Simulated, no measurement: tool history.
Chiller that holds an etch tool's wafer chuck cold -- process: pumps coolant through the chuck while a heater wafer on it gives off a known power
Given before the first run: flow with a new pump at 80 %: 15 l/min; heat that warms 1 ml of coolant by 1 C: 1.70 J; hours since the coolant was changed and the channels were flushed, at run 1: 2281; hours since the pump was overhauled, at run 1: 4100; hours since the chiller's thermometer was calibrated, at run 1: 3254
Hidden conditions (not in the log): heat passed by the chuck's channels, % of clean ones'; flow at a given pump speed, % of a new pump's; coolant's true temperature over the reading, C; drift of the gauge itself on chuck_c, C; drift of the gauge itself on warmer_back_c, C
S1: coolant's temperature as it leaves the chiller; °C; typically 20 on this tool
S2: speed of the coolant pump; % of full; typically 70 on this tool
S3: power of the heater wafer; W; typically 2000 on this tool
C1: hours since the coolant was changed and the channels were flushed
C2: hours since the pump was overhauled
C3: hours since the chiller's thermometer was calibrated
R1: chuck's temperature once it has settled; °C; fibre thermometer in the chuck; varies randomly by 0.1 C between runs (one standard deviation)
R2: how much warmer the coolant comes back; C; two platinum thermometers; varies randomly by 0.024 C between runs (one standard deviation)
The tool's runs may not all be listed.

run 1 hour=0.0 | S1=20 S2=70 S3=2000 | C1=2281 C2=4100 C3=3254 | R1=39.5 R2=5.83
-- hour=7.6 chiller's thermometer calibrated
run 2 hour=86.8 | S1=20 S2=70 S3=2000 | C1=2367 C2=4186 C3=79 | R1=40.5 R2=5.85
run 3 hour=142.7 | S1=20 S2=70 S3=2000 | C1=2423 C2=4242 C3=135 | R1=40.3 R2=5.89
run 4 hour=214.5 | S1=20 S2=70 S3=1781 | C1=2495 C2=4313 C3=207 | R1=38.1 R2=5.21
run 5 hour=285.9 | S1=12 S2=70 S3=2000 | C1=2566 C2=4385 C3=278 | R1=32.3 R2=5.82
run 6 hour=346.6 | S1=12 S2=70 S3=2000 | C1=2627 C2=4445 C3=339 | R1=32.2 R2=5.86
run 7 hour=412.3 | S1=20 S2=70 S3=2000 | C1=2693 C2=4511 C3=405 | R1=40.4 R2=5.86
run 8 hour=508.7 | S1=20 S2=70 S3=2000 | C1=2789 C2=4608 C3=501 | R1=40.3 R2=5.89
run 9 hour=597.2 | S1=20 S2=70 S3=2612 | C1=2878 C2=4696 C3=590 | R1=46.8 R2=7.65
run 10 hour=697.9 | S1=20 S2=70 S3=2000 | C1=2978 C2=4797 C3=690 | R1=40.4 R2=5.89
run 11 hour=779.6 | S1=20 S2=70 S3=2000 | C1=3060 C2=4878 C3=772 | R1=40.4 R2=5.93
run 12 hour=842.7 | S1=20 S2=70 S3=1035 | C1=3123 C2=4942 C3=835 | R1=30.4 R2=3.02
run 13 hour=915.3 | S1=20 S2=70 S3=1035 | C1=3196 C2=5014 C3=908 | R1=30.5 R2=3.10
run 14 hour=1015.2 | S1=20 S2=70 S3=2000 | C1=3296 C2=5114 C3=1008 | R1=40.5 R2=5.92
run 15 hour=1076.3 | S1=20 S2=70 S3=2000 | C1=3357 C2=5175 C3=1069 | R1=40.8 R2=5.88
run 16 hour=1169.7 | S1=20 S2=70 S3=2000 | C1=3450 C2=5268 C3=1162 | R1=40.7 R2=5.95
run 17 hour=1279.6 | S1=16 S2=79 S3=2592 | C1=3560 C2=5378 C3=1272 | R1=41.1 R2=6.77
run 18 hour=1397.9 | S1=16 S2=79 S3=2592 | C1=3678 C2=5497 C3=1390 | R1=41.2 R2=6.77
run 19 hour=1489.3 | S1=16 S2=79 S3=2592 | C1=3770 C2=5588 C3=1482 | R1=41.1 R2=6.80
-- hour=1505.1 coolant changed, channels flushed
run 20 hour=1556.9 | S1=12 S2=93 S3=2933 | C1=52 C2=5650 C3=1543 | R1=35.9 R2=6.46
-- hour=1590.0 coolant pump overhauled
run 21 hour=1647.1 | S1=12 S2=93 S3=2933 | C1=137 C2=57 C3=1629 | R1=34.6 R2=5.85
run 22 hour=1739.0 | S1=13 S2=71 S3=2852 | C1=229 C2=149 C3=1720 | R1=38.7 R2=7.66
run 23 hour=1817.6 | S1=13 S2=71 S3=2852 | C1=307 C2=228 C3=1799 | R1=38.9 R2=7.65
run 24 hour=1906.1 | S1=13 S2=71 S3=2852 | C1=396 C2=316 C3=1888 | R1=38.9 R2=7.66
run 25 hour=1966.2 | S1=25 S2=70 S3=2177 | C1=456 C2=376 C3=1948 | R1=44.8 R2=5.92
run 26 hour=2060.1 | S1=12 S2=68 S3=1038 | C1=550 C2=470 C3=2042 | R1=21.6 R2=2.95
run 27 hour=2136.0 | S1=18 S2=75 S3=1276 | C1=626 C2=546 C3=2117 | R1=29.2 R2=3.21
run 28 hour=2233.9 | S1=20 S2=70 S3=1163 | C1=724 C2=644 C3=2215 | R1=30.5 R2=3.18
run 29 hour=2292.3 | S1=20 S2=70 S3=1163 | C1=782 C2=702 C3=2274 | R1=30.6 R2=3.22
run 30 hour=2415.4 | S1=20 S2=95 S3=1331 | C1=905 C2=825 C3=2397 | R1=30.0 R2=2.61
run 31 hour=2487.2 | S1=20 S2=65 S3=1932 | C1=977 C2=897 C3=2469 | R1=38.5 R2=5.74

Take each entry between the runs: how does the hidden state at the last listed run before it differ from the hidden state at the first listed run after it?
After run 1, before run 2: chiller's thermometer calibrated (hour 7.6)
  heat passed by the chuck's channels, % of clean ones': 93.5 -> 93.3; flow at a given pump speed, % of a new pump's: 93.6 -> 93.4; coolant's true temperature over the reading, C: -0.6 -> 0.09
  what was measured, less what the result would be without the hidden state, R1: +1.2 -> +1.9 °C; R2: +0.38 -> +0.38 C
After run 19, before run 20: coolant changed, channels flushed (hour 1505.1)
  heat passed by the chuck's channels, % of clean ones': 89.9 -> 99.8; coolant's true temperature over the reading, C: -0.17 -> -0.18
  what was measured, less what the result would be without the hidden state, R1: +3.1 -> +1.0 °C; R2: +0.58 -> +0.55 C
After run 20, before run 21: coolant pump overhauled (hour 1590.0)
  heat passed by the chuck's channels, % of clean ones': 99.8 -> 99.6; flow at a given pump speed, % of a new pump's: 91.5 -> 100.2; coolant's true temperature over the reading, C: -0.18 -> -0.2
  what was measured, less what the result would be without the hidden state, R1: +1.0 -> -0.1 °C; R2: +0.55 -> -0.01 C

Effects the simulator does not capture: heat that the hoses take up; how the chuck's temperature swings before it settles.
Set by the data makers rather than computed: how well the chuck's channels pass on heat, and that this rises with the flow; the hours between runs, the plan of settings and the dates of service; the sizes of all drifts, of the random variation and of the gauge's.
